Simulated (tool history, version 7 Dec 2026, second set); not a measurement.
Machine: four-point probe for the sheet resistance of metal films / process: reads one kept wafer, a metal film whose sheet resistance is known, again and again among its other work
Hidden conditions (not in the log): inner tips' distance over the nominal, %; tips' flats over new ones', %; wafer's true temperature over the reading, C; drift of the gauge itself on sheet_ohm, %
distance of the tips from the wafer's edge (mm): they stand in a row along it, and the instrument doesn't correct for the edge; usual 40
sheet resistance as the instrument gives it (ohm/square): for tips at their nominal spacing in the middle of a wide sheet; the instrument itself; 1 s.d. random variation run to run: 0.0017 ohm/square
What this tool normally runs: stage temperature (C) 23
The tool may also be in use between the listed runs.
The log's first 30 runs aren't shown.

run,hour,stage temperature (C),distance of the tips from the wafer's edge (mm),touches since the probe head was changed,hours of work since the stage's thermometer was calibrated,sheet resistance as the instrument gives it (ohm/square)
31,878.5,21,9,23134,2306,8.738171
32,900.8,23,36,23352,2315,8.706093
33,935.9,23,10,23697,2331,8.722982
34,974.6,23,10,24078,2347,8.72291
35,1017.3,23,10,24498,2366,8.72347
36,1056,20,5,24878,2383,8.795222
37,1078.3,20,5,25097,2392,8.790631
38,1106.2,20,5,25371,2405,8.797189
39,1128.3,31,43,25588,2414,8.669849
40,1150.2,31,15,25803,2424,8.679784
41,1185.5,25,26,26150,2439,8.700081
42,1220.4,29,22,26493,2454,8.683845
43,1240.7,29,22,26693,2463,8.687328
44,1273.9,25,8,27018,2477,8.72962

Predict each of these 5 candidate next runs independently; none follows another, all start after run 44:
A,1300.5,19,14,27280,2489,?
B,1300.5,24,11,27280,2489,?
C,1300.5,32,63,27280,2489,?
D,1300.5,27,31,27280,2489,?
E,1300.5,21,36,27280,2489,?

run,sheet resistance as the instrument gives it (ohm/square)
A,8.733071
B,8.719517
C,8.669916
D,8.689922
E,8.718105
Without the tool's unlogged condition, the same runs would have read:
run,sheet resistance as the instrument gives it (ohm/square)
A,8.676006
B,8.66278
C,8.613861
D,8.633511
E,8.66123
